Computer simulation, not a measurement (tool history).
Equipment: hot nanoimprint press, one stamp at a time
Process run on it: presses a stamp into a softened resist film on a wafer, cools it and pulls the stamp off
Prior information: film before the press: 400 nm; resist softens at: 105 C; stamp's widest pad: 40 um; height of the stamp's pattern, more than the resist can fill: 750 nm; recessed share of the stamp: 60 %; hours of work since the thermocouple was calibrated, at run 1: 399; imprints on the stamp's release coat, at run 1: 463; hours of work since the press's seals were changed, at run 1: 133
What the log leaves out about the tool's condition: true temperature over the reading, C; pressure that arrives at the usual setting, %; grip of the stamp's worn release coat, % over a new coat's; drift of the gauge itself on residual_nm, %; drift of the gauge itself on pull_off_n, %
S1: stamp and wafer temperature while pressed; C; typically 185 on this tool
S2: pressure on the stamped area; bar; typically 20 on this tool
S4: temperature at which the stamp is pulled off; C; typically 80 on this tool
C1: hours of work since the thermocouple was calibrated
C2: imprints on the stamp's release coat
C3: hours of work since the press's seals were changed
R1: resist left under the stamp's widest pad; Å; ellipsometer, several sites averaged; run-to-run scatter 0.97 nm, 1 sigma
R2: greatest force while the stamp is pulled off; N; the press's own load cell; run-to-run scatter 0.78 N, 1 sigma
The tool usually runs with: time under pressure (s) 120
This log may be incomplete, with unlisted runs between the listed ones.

Run 1, hour 0: usual settings; C1 399; C2 463; C3 133. Result: R1 2383 Å, R2 158.4 N.
Run 2, hour 26.1: usual settings; C1 420; C2 586; C3 154. Result: R1 2396 Å, R2 159.2 N.
Run 3, hour 38.5: usual settings; C1 429; C2 644; C3 163. Result: R1 2407 Å, R2 160.6 N.
At hour 54.7: stamp cleaned and given a new release coat.
Run 4, hour 59.5: usual settings; C1 441; C2 22; C3 175. Result: R1 2395 Å, R2 148.5 N.
Run 5, hour 87.2: usual settings; C1 463; C2 152; C3 196. Result: R1 2399 Å, R2 151.3 N.
Run 6, hour 100.4: usual settings; C1 473; C2 215; C3 207. Result: R1 2412 Å, R2 152.4 N.
At hour 122.3: plate thermocouple calibrated.
Run 7, hour 123.6: usual settings but time under pressure (s) 173; C1 1; C2 309; C3 223. Result: R1 2018 Å, R2 151.7 N.
Run 8, hour 151.3: usual settings; C1 23; C2 439; C3 244. Result: R1 2295 Å, R2 154.9 N.
Run 9, hour 176.8: usual settings; C1 42; C2 559; C3 264. Result: R1 2311 Å, R2 156.4 N.
Run 10, hour 196.8: usual settings; C1 58; C2 653; C3 279. Result: R1 2311 Å, R2 159.5 N.
At hour 210.9: stamp cleaned and given a new release coat.
Run 11, hour 228.5: usual settings; C1 78; C2 82; C3 299. Result: R1 2316 Å, R2 147.9 N.
Run 12, hour 252: usual settings but S1 180 C; C1 96; C2 193; C3 318. Result: R1 2720 Å, R2 150.6 N.
Run 13, hour 280.6: usual settings but S1 193 C; C1 118; C2 327; C3 340. Result: R1 1741 Å, R2 154 N.
Run 14, hour 304.3: usual settings but S1 193 C; C1 137; C2 438; C3 358. Result: R1 1762 Å, R2 157.5 N.
Run 15, hour 330.8: usual settings but S1 193 C; C1 157; C2 562; C3 379. Result: R1 1755 Å, R2 158 N.
At hour 364.6: stamp cleaned and given a new release coat.
Run 16, hour 364.8: usual settings but S1 193 C, S4 70 C; C1 179; C2 1; C3 401. Result: R1 1762 Å, R2 161.6 N.
Run 17, hour 390.2: usual settings but S1 193 C, S4 70 C; C1 199; C2 120; C3 420. Result: R1 1775 Å, R2 165.7 N.
Run 18, hour 410.7: usual settings but S1 193 C, S4 70 C; C1 215; C2 216; C3 436. Result: R1 1792 Å, R2 166.8 N.
Run 19, hour 426.2: usual settings but S1 193 C, S4 68 C; C1 227; C2 289; C3 448. Result: R1 1774 Å, R2 174.2 N.
Run 20, hour 441.6: usual settings but S1 182 C, S2 23.1 bar, S4 67 C; C1 239; C2 362; C3 460. Result: R1 2515 Å, R2 176.4 N.
Run 21, hour 462.1: usual settings but S1 190 C, S2 22.9 bar, time under pressure (s) 127, S4 66 C; C1 255; C2 457; C3 476. Result: R1 1853 Å, R2 178.5 N.
Run 22, hour 475.7: usual settings but S1 190 C, S2 22.9 bar, time under pressure (s) 127, S4 66 C; C1 266; C2 522; C3 487. Result: R1 1856 Å, R2 183.1 N.
Run 23, hour 494.9: usual settings but S1 190 C, S2 15.6 bar, time under pressure (s) 127, S4 75 C; C1 280; C2 612; C3 502. Result: R1 2168 Å, R2 169.5 N.
Run 24, hour 507.5: usual settings but S1 186 C, S2 25.8 bar, S4 87 C; C1 290; C2 671; C3 512. Result: R1 2095 Å, R2 148.1 N.
At hour 516.9: stamp cleaned and given a new release coat.
Run 25, hour 528.6: usual settings but S1 186 C, S2 25.8 bar, S4 87 C; C1 302; C2 54; C3 523. Result: R1 2100 Å, R2 138.4 N.
Run 26, hour 542.8: usual settings but S1 176 C, S4 68 C; C1 313; C2 121; C3 535. Result: R1 3111 Å, R2 171.2 N.
Run 27, hour 562.3: usual settings but S4 68 C; C1 328; C2 213; C3 550. Result: R1 2409 Å, R2 172.7 N.
Run 28, hour 585.9: usual settings but S2 14.6 bar, time under pressure (s) 170; C1 347; C2 323; C3 568. Result: R1 2408 Å, R2 154.2 N.
Run 29, hour 608.5: usual settings but time under pressure (s) 81, S4 75 C; C1 364; C2 429; C3 586. Result: R1 2697 Å, R2 165.7 N.
Run 30, hour 621.9: usual settings but S2 18.2 bar, time under pressure (s) 94, S4 75 C; C1 375; C2 492; C3 596. Result: R1 2687 Å, R2 166 N.

Hidden state at the last listed run before each entry between runs and at the first one after, where it differs:
In the gap between runs 3 and 4: stamp cleaned and given a new release coat (hour 54.7)
  true temperature over the reading, C: -1.51 -> -1.55; pressure that arrives at the usual setting, %: 98.81 -> 98.71; grip of the stamp's worn release coat, % over a new coat's: 9 -> 0.3
  the result without the hidden state subtracted from the measured one, R1: +131 -> +134 Å; R2: +15.7 -> +3 N
In the gap between runs 6 and 7: plate thermocouple calibrated (hour 122.3)
  true temperature over the reading, C: -1.66 -> -0.08; pressure that arrives at the usual setting, %: 98.43 -> 98.3; grip of the stamp's worn release coat, % over a new coat's: 3 -> 4.3
  the result without the hidden state subtracted from the measured one, R1: +146 -> +20 Å; R2: +7.1 -> +6.4 N
In the gap between runs 10 and 11: stamp cleaned and given a new release coat (hour 210.9)
  true temperature over the reading, C: -0.29 -> -0.36; pressure that arrives at the usual setting, %: 97.8 -> 97.63; grip of the stamp's worn release coat, % over a new coat's: 9.1 -> 1.1
  the result without the hidden state subtracted from the measured one, R1: +41 -> +48 Å; R2: +13.8 -> +2.2 N
In the gap between runs 15 and 16: stamp cleaned and given a new release coat (hour 364.6)
  true temperature over the reading, C: -0.64 -> -0.72; pressure that arrives at the usual setting, %: 96.93 -> 96.74; grip of the stamp's worn release coat, % over a new coat's: 7.9 -> 0
  the result without the hidden state subtracted from the measured one, R1: +65 -> +71 Å; R2: +12.5 -> +1.2 N
In the gap between runs 24 and 25: stamp cleaned and given a new release coat (hour 516.9)
  true temperature over the reading, C: -1.12 -> -1.16; pressure that arrives at the usual setting, %: 95.77 -> 95.67; grip of the stamp's worn release coat, % over a new coat's: 9.4 -> 0.7
  the result without the hidden state subtracted from the measured one, R1: +130 -> +135 Å; R2: +14.5 -> +2.9 N

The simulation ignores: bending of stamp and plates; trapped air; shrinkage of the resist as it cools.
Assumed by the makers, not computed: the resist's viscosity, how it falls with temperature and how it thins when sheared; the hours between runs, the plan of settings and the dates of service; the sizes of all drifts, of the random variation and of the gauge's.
